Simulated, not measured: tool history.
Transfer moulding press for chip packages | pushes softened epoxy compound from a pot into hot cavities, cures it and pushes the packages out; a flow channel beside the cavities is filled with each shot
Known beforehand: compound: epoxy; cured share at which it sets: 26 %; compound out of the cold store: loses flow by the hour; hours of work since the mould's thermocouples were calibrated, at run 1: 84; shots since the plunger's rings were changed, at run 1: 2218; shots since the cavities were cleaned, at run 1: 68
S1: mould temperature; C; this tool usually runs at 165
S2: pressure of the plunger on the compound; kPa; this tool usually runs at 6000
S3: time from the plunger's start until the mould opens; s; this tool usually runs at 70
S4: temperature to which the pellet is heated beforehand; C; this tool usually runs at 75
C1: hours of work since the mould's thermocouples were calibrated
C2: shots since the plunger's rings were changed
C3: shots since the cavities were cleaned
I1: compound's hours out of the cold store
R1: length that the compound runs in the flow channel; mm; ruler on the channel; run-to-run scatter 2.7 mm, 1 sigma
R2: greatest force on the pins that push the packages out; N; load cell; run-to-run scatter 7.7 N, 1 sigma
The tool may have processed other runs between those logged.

Run 1, hour 0.0: usual settings; C1 84; C2 2218; C3 68; I1 47.4. Result: R1 827 mm, R2 306 N.
Run 2, hour 17.2: usual settings; C1 97; C2 2510; C3 360; I1 36.4. Result: R1 866 mm, R2 312 N.
Run 3, hour 35.5: usual settings but S3 98 s; C1 112; C2 2823; C3 673; I1 44.9. Result: R1 834 mm, R2 223 N.
At hour 46.0: cavities cleaned with cleaning compound and waxed.
Run 4, hour 59.6: usual settings but S4 83 C; C1 129; C2 3207; C3 231; I1 27.3. Result: R1 902 mm, R2 319 N.
Run 5, hour 73.9: usual settings but S4 83 C; C1 141; C2 3451; C3 475; I1 45.1. Result: R1 828 mm, R2 308 N.
Run 6, hour 93.5: usual settings but S4 83 C; C1 156; C2 3784; C3 808; I1 23.5. Result: R1 921 mm, R2 328 N.
At hour 96.3: cavities cleaned with cleaning compound and waxed.
Run 7, hour 109.5: usual settings but S4 83 C; C1 167; C2 4029; C3 224; I1 13.5. Result: R1 965 mm, R2 338 N.
Run 8, hour 119.1: usual settings but S4 71 C; C1 175; C2 4194; C3 389; I1 18.4. Result: R1 941 mm, R2 352 N.
Run 9, hour 131.1: usual settings but S4 71 C; C1 184; C2 4398; C3 593; I1 18.6. Result: R1 937 mm, R2 352 N.
At hour 147.2: cavities cleaned with cleaning compound and waxed.
Run 10, hour 151.1: usual settings but S4 78 C; C1 199; C2 4713; C3 67; I1 38.8. Result: R1 852 mm, R2 305 N.
Run 11, hour 165.3: usual settings but S4 78 C; C1 210; C2 4954; C3 308; I1 10.4. Result: R1 979 mm, R2 348 N.
Run 12, hour 181.5: usual settings but S4 78 C; C1 223; C2 5229; C3 583; I1 16.4. Result: R1 949 mm, R2 331 N.
Run 13, hour 193.8: usual settings but S2 5440 kPa; C1 232; C2 5439; C3 793; I1 25.3. Result: R1 871 mm, R2 340 N.
At hour 196.7: cavities cleaned with cleaning compound and waxed.
Run 14, hour 211.2: usual settings; C1 245; C2 5709; C3 246; I1 16.6. Result: R1 954 mm, R2 349 N.
At hour 220.1: plunger's sealing rings changed.
Run 15, hour 229.0: usual settings but S2 4550 kPa; C1 257; C2 150; C3 506; I1 20.7. Result: R1 814 mm, R2 341 N.
At hour 249.6: cavities cleaned with cleaning compound and waxed.
Run 16, hour 253.6: usual settings but S2 6660 kPa, S3 52 s; C1 275; C2 543; C3 68; I1 37.6. Result: R1 907 mm, R2 713 N.
Run 17, hour 263.7: usual settings but S1 158 C, S2 7170 kPa, S3 54 s, S4 78 C; C1 283; C2 716; C3 241; I1 43.2. Result: R1 929 mm, R2 827 N.
Run 18, hour 284.9: usual settings but S1 158 C, S2 5550 kPa, S3 107 s, S4 67 C; C1 300; C2 1077; C3 602; I1 8.1. Result: R1 961 mm, R2 244 N.
At hour 299.0: cavities cleaned with cleaning compound and waxed.
Run 19, hour 300.8: usual settings but S1 158 C, S2 5550 kPa, S3 72 s, S4 67 C; C1 311; C2 1322; C3 32; I1 13.0. Result: R1 939 mm, R2 528 N.
Run 20, hour 316.6: usual settings but S1 164 C, S2 6630 kPa, S3 61 s, S4 70 C; C1 323; C2 1589; C3 299; I1 34.8. Result: R1 924 mm, R2 523 N.
Run 21, hour 330.8: usual settings but S1 164 C, S2 6630 kPa, S3 61 s, S4 70 C; C1 335; C2 1831; C3 541; I1 16.3. Result: R1 1007 mm, R2 554 N.
At hour 348.3: cavities cleaned with cleaning compound and waxed.
Run 22, hour 351.3: usual settings but S1 164 C, S2 6910 kPa, S3 55 s, S4 70 C; C1 350; C2 2155; C3 51; I1 11.1. Result: R1 1045 mm, R2 723 N.
Run 23, hour 365.3: usual settings but S1 164 C, S2 6890 kPa, S3 84 s, S4 70 C; C1 361; C2 2392; C3 288; I1 21.6. Result: R1 998 mm, R2 238 N.
Run 24, hour 383.2: usual settings but S3 56 s; C1 375; C2 2697; C3 593; I1 10.5. Result: R1 977 mm, R2 656 N.
At hour 397.9: cavities cleaned with cleaning compound and waxed.
Run 25, hour 397.9: usual settings but S3 56 s; C1 385; C2 2923; C3 0; I1 47.1. Result: R1 823 mm, R2 556 N.
Run 26, hour 412.6: usual settings but S1 171 C, S4 66 C; C1 397; C2 3172; C3 249; I1 14.6. Result: R1 950 mm, R2 241 N.
Run 27, hour 435.3: usual settings but S1 171 C, S4 66 C; C1 414; C2 3558; C3 635; I1 39.7. Result: R1 844 mm, R2 244 N.
At hour 448.1: cavities cleaned with cleaning compound and waxed.
Run 28, hour 450.7: usual settings but S1 171 C, S4 66 C; C1 425; C2 3795; C3 44; I1 11.2. Result: R1 961 mm, R2 257 N.

Alternative continuations, all from the tool just after run 28; predict every row:
Run A, hour 470.4: usual settings but S1 162 C, S2 6610 kPa, S4 81 C; C1 441; C2 4131; C3 380; I1 45.6. Result: R1 ?, R2 ?.
Run B, hour 470.4: usual settings but S2 6060 kPa, S4 79 C; C1 441; C2 4131; C3 380; I1 34.8. Result: R1 ?, R2 ?.
Run C, hour 470.4: usual settings but S1 172 C, S3 96 s, S4 66 C; C1 441; C2 4131; C3 380; I1 41.8. Result: R1 ?, R2 ?.
Run D, hour 470.4: usual settings but S1 173 C, S3 99 s, S4 66 C; C1 441; C2 4131; C3 380; I1 16.9. Result: R1 ?, R2 ?.

run   R1   R2
  A  875  374
  B  878  323
  C  835  210
  D  937  206
What these runs would have given with no unlogged condition in the tool:
run   R1   R2
  A  875  371
  B  878  320
  C  835  208
  D  938  204
